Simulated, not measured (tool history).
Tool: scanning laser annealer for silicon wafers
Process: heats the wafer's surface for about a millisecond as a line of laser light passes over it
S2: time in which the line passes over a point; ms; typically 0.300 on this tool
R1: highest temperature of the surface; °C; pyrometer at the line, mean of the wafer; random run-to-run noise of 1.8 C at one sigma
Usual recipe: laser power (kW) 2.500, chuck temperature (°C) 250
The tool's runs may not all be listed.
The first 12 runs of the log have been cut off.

{"run": 13, "hour": 459.7, "laser power (kW)": 2.5, "S2": 0.3, "chuck temperature (°C)": 250, "R1": 1005}
{"run": 14, "hour": 497.2, "laser power (kW)": 2.5, "S2": 0.3, "chuck temperature (°C)": 250, "R1": 1001}
{"run": 15, "hour": 543.7, "laser power (kW)": 2.5, "S2": 0.3, "chuck temperature (°C)": 250, "R1": 1000}
{"run": 16, "hour": 585.3, "laser power (kW)": 2.5, "S2": 0.3, "chuck temperature (°C)": 250, "R1": 1001}
{"run": 17, "hour": 636.2, "laser power (kW)": 2.5, "S2": 0.22, "chuck temperature (°C)": 250, "R1": 883}
{"run": 18, "hour": 686.4, "laser power (kW)": 2.5, "S2": 0.22, "chuck temperature (°C)": 250, "R1": 878}
{"run": 19, "hour": 728.6, "laser power (kW)": 2.413, "S2": 0.257, "chuck temperature (°C)": 250, "R1": 912}
{"run": 20, "hour": 779.7, "laser power (kW)": 2.534, "S2": 0.3, "chuck temperature (°C)": 239, "R1": 1003}
{"run": 21, "hour": 805.9, "laser power (kW)": 2.5, "S2": 0.239, "chuck temperature (°C)": 250, "R1": 909}
{"run": 22, "hour": 847.3, "laser power (kW)": 2.17, "S2": 0.35, "chuck temperature (°C)": 280, "R1": 975}
{"run": 23, "hour": 876.0, "laser power (kW)": 2.17, "S2": 0.35, "chuck temperature (°C)": 280, "R1": 977}
{"run": 24, "hour": 915.9, "laser power (kW)": 2.676, "S2": 0.293, "chuck temperature (°C)": 243, "R1": 1047}
{"run": 25, "hour": 947.0, "laser power (kW)": 2.703, "S2": 0.3, "chuck temperature (°C)": 250, "R1": 1070}
{"hour": 986.2, "done": "window over the wafer cleaned"}
{"run": 26, "hour": 1000.2, "laser power (kW)": 2.703, "S2": 0.3, "chuck temperature (°C)": 250, "R1": 1073}
{"run": 27, "hour": 1022.6, "laser power (kW)": 2.678, "S2": 0.32, "chuck temperature (°C)": 237, "R1": 1081}
{"run": 28, "hour": 1061.5, "laser power (kW)": 2.678, "S2": 0.32, "chuck temperature (°C)": 237, "R1": 1079}
{"run": 29, "hour": 1098.1, "laser power (kW)": 2.687, "S2": 0.242, "chuck temperature (°C)": 243, "R1": 967}
{"run": 30, "hour": 1140.8, "laser power (kW)": 2.701, "S2": 0.267, "chuck temperature (°C)": 265, "R1": 1038}
{"run": 31, "hour": 1175.6, "laser power (kW)": 2.5, "S2": 0.3, "chuck temperature (°C)": 211, "R1": 964}
{"run": 32, "hour": 1222.7, "laser power (kW)": 2.5, "S2": 0.3, "chuck temperature (°C)": 211, "R1": 964}

Forecast each of these 3 alternatives for the next run:
{"run": "A", "hour": 1269.5, "laser power (kW)": 2.5, "S2": 0.3, "chuck temperature (°C)": 212, "R1": "?"}
{"run": "B", "hour": 1269.5, "laser power (kW)": 2.5, "S2": 0.347, "chuck temperature (°C)": 272, "R1": "?"}
{"run": "C", "hour": 1269.5, "laser power (kW)": 2.5, "S2": 0.338, "chuck temperature (°C)": 261, "R1": "?"}

run=A R1=963
run=B R1=1090
run=C R1=1065
With no hidden state in the tool, these same runs would have given:
run=A R1=963
run=B R1=1090
run=C R1=1066
